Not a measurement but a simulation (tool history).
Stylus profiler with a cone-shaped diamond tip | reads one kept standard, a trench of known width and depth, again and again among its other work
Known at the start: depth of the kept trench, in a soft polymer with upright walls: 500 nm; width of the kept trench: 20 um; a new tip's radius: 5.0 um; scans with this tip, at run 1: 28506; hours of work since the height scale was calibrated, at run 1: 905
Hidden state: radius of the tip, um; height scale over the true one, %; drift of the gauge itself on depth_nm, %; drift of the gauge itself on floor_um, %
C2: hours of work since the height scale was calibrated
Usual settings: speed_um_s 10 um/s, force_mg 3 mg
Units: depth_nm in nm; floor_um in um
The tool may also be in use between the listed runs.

{"run": 1, "hour": 0.0, "speed_um_s": 10, "force_mg": 3, "scans with this tip": 28506, "C2": 905, "depth_nm": 501.18, "floor_um": 13.07}
{"run": 2, "hour": 69.2, "speed_um_s": 10, "force_mg": 3, "scans with this tip": 29099, "C2": 952, "depth_nm": 501.2, "floor_um": 12.9}
{"run": 3, "hour": 160.7, "speed_um_s": 10, "force_mg": 3, "scans with this tip": 29883, "C2": 1014, "depth_nm": 501.1, "floor_um": 12.92}
{"run": 4, "hour": 258.3, "speed_um_s": 10, "force_mg": 3.39, "scans with this tip": 30719, "C2": 1080, "depth_nm": 501.15, "floor_um": 12.89}
{"run": 5, "hour": 352.6, "speed_um_s": 10, "force_mg": 3.39, "scans with this tip": 31528, "C2": 1143, "depth_nm": 501.27, "floor_um": 12.86}
{"run": 6, "hour": 429.3, "speed_um_s": 10, "force_mg": 3.39, "scans with this tip": 32185, "C2": 1195, "depth_nm": 501.04, "floor_um": 12.76}
{"hour": 472.2, "done": "new tip fitted, height scale calibrated"}
{"run": 7, "hour": 476.0, "speed_um_s": 10, "force_mg": 3.39, "scans with this tip": 33, "C2": 3, "depth_nm": 503.86, "floor_um": 15.6}
{"run": 8, "hour": 526.0, "speed_um_s": 10, "force_mg": 5.01, "scans with this tip": 461, "C2": 36, "depth_nm": 504.94, "floor_um": 15.57}
{"run": 9, "hour": 582.3, "speed_um_s": 10, "force_mg": 5.01, "scans with this tip": 944, "C2": 74, "depth_nm": 504.74, "floor_um": 15.54}
{"run": 10, "hour": 631.1, "speed_um_s": 10, "force_mg": 3, "scans with this tip": 1361, "C2": 107, "depth_nm": 503.33, "floor_um": 15.51}
{"run": 11, "hour": 718.1, "speed_um_s": 10, "force_mg": 3, "scans with this tip": 2107, "C2": 166, "depth_nm": 503.02, "floor_um": 15.31}
{"run": 12, "hour": 766.8, "speed_um_s": 9, "force_mg": 3, "scans with this tip": 2524, "C2": 199, "depth_nm": 503.03, "floor_um": 15.38}
{"run": 13, "hour": 868.0, "speed_um_s": 9, "force_mg": 3, "scans with this tip": 3391, "C2": 267, "depth_nm": 503.24, "floor_um": 15.28}
{"run": 14, "hour": 916.6, "speed_um_s": 10, "force_mg": 3, "scans with this tip": 3808, "C2": 300, "depth_nm": 502.71, "floor_um": 15.19}
{"run": 15, "hour": 964.1, "speed_um_s": 10, "force_mg": 3, "scans with this tip": 4215, "C2": 332, "depth_nm": 502.72, "floor_um": 15.18}
{"run": 16, "hour": 1027.8, "speed_um_s": 10, "force_mg": 3, "scans with this tip": 4760, "C2": 375, "depth_nm": 502.5, "floor_um": 15.03}
{"run": 17, "hour": 1077.8, "speed_um_s": 10, "force_mg": 3, "scans with this tip": 5189, "C2": 409, "depth_nm": 502.75, "floor_um": 15.05}
{"run": 18, "hour": 1129.3, "speed_um_s": 10, "force_mg": 3, "scans with this tip": 5630, "C2": 443, "depth_nm": 502.45, "floor_um": 15.01}
{"run": 19, "hour": 1220.3, "speed_um_s": 10, "force_mg": 1.82, "scans with this tip": 6410, "C2": 505, "depth_nm": 501.72, "floor_um": 14.95}
{"run": 20, "hour": 1301.0, "speed_um_s": 10, "force_mg": 3, "scans with this tip": 7102, "C2": 559, "depth_nm": 502.58, "floor_um": 14.91}
{"run": 21, "hour": 1395.3, "speed_um_s": 10, "force_mg": 3, "scans with this tip": 7910, "C2": 623, "depth_nm": 502.18, "floor_um": 14.8}
{"run": 22, "hour": 1464.9, "speed_um_s": 10, "force_mg": 3, "scans with this tip": 8507, "C2": 670, "depth_nm": 501.72, "floor_um": 14.75}
{"run": 23, "hour": 1567.5, "speed_um_s": 10, "force_mg": 3, "scans with this tip": 9385, "C2": 739, "depth_nm": 502.01, "floor_um": 14.64}
{"run": 24, "hour": 1627.8, "speed_um_s": 20, "force_mg": 3, "scans with this tip": 9902, "C2": 780, "depth_nm": 501.89, "floor_um": 14.54}
{"run": 25, "hour": 1690.0, "speed_um_s": 20, "force_mg": 3, "scans with this tip": 10435, "C2": 822, "depth_nm": 501.96, "floor_um": 14.47}
{"run": 26, "hour": 1738.1, "speed_um_s": 5, "force_mg": 5.79, "scans with this tip": 10847, "C2": 854, "depth_nm": 503.69, "floor_um": 14.48}
{"run": 27, "hour": 1820.7, "speed_um_s": 24, "force_mg": 6.85, "scans with this tip": 11555, "C2": 910, "depth_nm": 504.42, "floor_um": 14.49}
{"run": 28, "hour": 1893.0, "speed_um_s": 22, "force_mg": 2.34, "scans with this tip": 12174, "C2": 959, "depth_nm": 501.14, "floor_um": 14.33}
{"run": 29, "hour": 1949.1, "speed_um_s": 14, "force_mg": 5.33, "scans with this tip": 12655, "C2": 996, "depth_nm": 503.08, "floor_um": 14.3}
{"run": 30, "hour": 2027.1, "speed_um_s": 23, "force_mg": 1.95, "scans with this tip": 13323, "C2": 1049, "depth_nm": 500.25, "floor_um": 14.24}
{"run": 31, "hour": 2114.0, "speed_um_s": 23, "force_mg": 1.95, "scans with this tip": 14068, "C2": 1108, "depth_nm": 500.37, "floor_um": 14.17}
{"run": 32, "hour": 2207.7, "speed_um_s": 23, "force_mg": 1.95, "scans with this tip": 14871, "C2": 1171, "depth_nm": 500.25, "floor_um": 14.12}
{"run": 33, "hour": 2310.9, "speed_um_s": 7, "force_mg": 2.6, "scans with this tip": 15755, "C2": 1241, "depth_nm": 500.7, "floor_um": 14.07}
{"run": 34, "hour": 2389.9, "speed_um_s": 7, "force_mg": 2.6, "scans with this tip": 16432, "C2": 1294, "depth_nm": 500.63, "floor_um": 14.03}
{"hour": 2397.1, "done": "height scale calibrated on a step standard"}
{"run": 35, "hour": 2453.5, "speed_um_s": 30, "force_mg": 2.6, "scans with this tip": 16973, "C2": 38, "depth_nm": 502.99, "floor_um": 13.9}
{"run": 36, "hour": 2511.9, "speed_um_s": 30, "force_mg": 2.6, "scans with this tip": 17474, "C2": 78, "depth_nm": 502.72, "floor_um": 13.92}
{"run": 37, "hour": 2577.7, "speed_um_s": 10, "force_mg": 1.99, "scans with this tip": 18037, "C2": 122, "depth_nm": 502.21, "floor_um": 13.86}
{"run": 38, "hour": 2649.7, "speed_um_s": 39, "force_mg": 1.69, "scans with this tip": 18655, "C2": 170, "depth_nm": 501.94, "floor_um": 13.74}
{"run": 39, "hour": 2752.1, "speed_um_s": 2, "force_mg": 1.23, "scans with this tip": 19532, "C2": 240, "depth_nm": 501.24, "floor_um": 13.8}
{"run": 40, "hour": 2800.3, "speed_um_s": 37, "force_mg": 7.41, "scans with this tip": 19944, "C2": 272, "depth_nm": 505.75, "floor_um": 13.71}
{"run": 41, "hour": 2877.4, "speed_um_s": 33, "force_mg": 1.57, "scans with this tip": 20605, "C2": 324, "depth_nm": 501.53, "floor_um": 13.65}
{"run": 42, "hour": 2975.5, "speed_um_s": 7, "force_mg": 4.91, "scans with this tip": 21446, "C2": 390, "depth_nm": 503.87, "floor_um": 13.58}
{"run": 43, "hour": 3027.7, "speed_um_s": 7, "force_mg": 7.83, "scans with this tip": 21893, "C2": 425, "depth_nm": 505.5, "floor_um": 13.6}
{"run": 44, "hour": 3074.7, "speed_um_s": 13, "force_mg": 2.99, "scans with this tip": 22296, "C2": 457, "depth_nm": 502.26, "floor_um": 13.56}
{"run": 45, "hour": 3135.7, "speed_um_s": 13, "force_mg": 2.99, "scans with this tip": 22818, "C2": 498, "depth_nm": 502.15, "floor_um": 13.6}
{"run": 46, "hour": 3230.7, "speed_um_s": 35, "force_mg": 1.63, "scans with this tip": 23633, "C2": 562, "depth_nm": 500.93, "floor_um": 13.35}
{"run": 47, "hour": 3302.4, "speed_um_s": 11, "force_mg": 1.97, "scans with this tip": 24247, "C2": 611, "depth_nm": 501.55, "floor_um": 13.37}

Hidden state at the last listed run before each entry between runs and at the first one after, where it differs:
Between runs 6 and 7: new tip fitted, height scale calibrated (hour 472.2)
  radius of the tip, um: 13.3 -> 5; height scale over the true one, %: -0.558 -> 0.019
  measured less the result without the state, depth_nm: -2.81 -> +0.09 nm; floor_um: -2.87 -> -0.01 um
Between runs 34 and 35: height scale calibrated on a step standard (hour 2397.1)
  radius of the tip, um: 9.08 -> 9.22; height scale over the true one, %: -0.523 -> -0.042
  measured less the result without the state, depth_nm: -2.63 -> -0.21 nm; floor_um: -1.58 -> -1.63 um

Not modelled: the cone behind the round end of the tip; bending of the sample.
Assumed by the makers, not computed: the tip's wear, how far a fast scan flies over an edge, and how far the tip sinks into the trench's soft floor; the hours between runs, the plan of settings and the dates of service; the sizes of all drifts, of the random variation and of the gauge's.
